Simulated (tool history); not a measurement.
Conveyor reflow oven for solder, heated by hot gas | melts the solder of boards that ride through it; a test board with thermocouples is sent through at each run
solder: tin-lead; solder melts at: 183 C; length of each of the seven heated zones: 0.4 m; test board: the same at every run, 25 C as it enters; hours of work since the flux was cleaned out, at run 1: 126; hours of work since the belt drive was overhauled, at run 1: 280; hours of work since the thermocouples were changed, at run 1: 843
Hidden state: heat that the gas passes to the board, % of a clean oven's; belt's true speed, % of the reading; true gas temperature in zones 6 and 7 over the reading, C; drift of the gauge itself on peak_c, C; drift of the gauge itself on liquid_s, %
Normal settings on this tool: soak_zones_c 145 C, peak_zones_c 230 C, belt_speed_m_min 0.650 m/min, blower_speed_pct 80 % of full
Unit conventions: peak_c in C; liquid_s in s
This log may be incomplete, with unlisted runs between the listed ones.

run	hour	soak_zones_c	peak_zones_c	belt_speed_m_min	blower_speed_pct	hours of work since the flux was cleaned out	hours of work since the belt drive was overhauled	hours of work since the thermocouples were changed	peak_c	liquid_s
1	0.0	145	230	0.650	80	126	280	843	214.5	56.4
2	19.7	145	230	0.650	80	139	293	856	214.3	56.3
3	38.4	145	230	0.536	80	151	306	869	219.3	73.8
4	55.6	145	230	0.650	80	163	317	880	214.7	56.2
5	66.2	145	230	0.650	80	170	324	887	214.6	56.3
6	78.1	145	230	0.697	80	178	332	895	212.2	50.5
7	94.2	145	219	0.650	80	189	343	906	204.8	47.4
8	109.1	145	219	0.650	80	199	353	916	204.8	47.5
9	123.6	145	230	0.650	80	208	362	925	214.0	56.3
# hour 129.9: flux residue cleaned out of gas plates and filters
10	146.1	145	230	0.650	80	11	374	937	213.1	55.2
11	163.6	145	224	0.650	80	22	386	949	208.2	50.6
12	172.6	144	230	0.650	80	28	392	955	212.8	54.7
13	187.3	143	230	0.764	80	38	401	965	207.8	40.4
14	196.2	145	236	0.520	80	44	407	970	223.9	79.8

Forecast run 15:
15	216.2	150	234	0.672	85	57	421	984	?	?

{"run 15": {"peak_c": 217.3, "liquid_s": 58.2}}
Had the tool carried no hidden state, the very same run would have given peak_c 221.0 C, liquid_s 60.6 s.
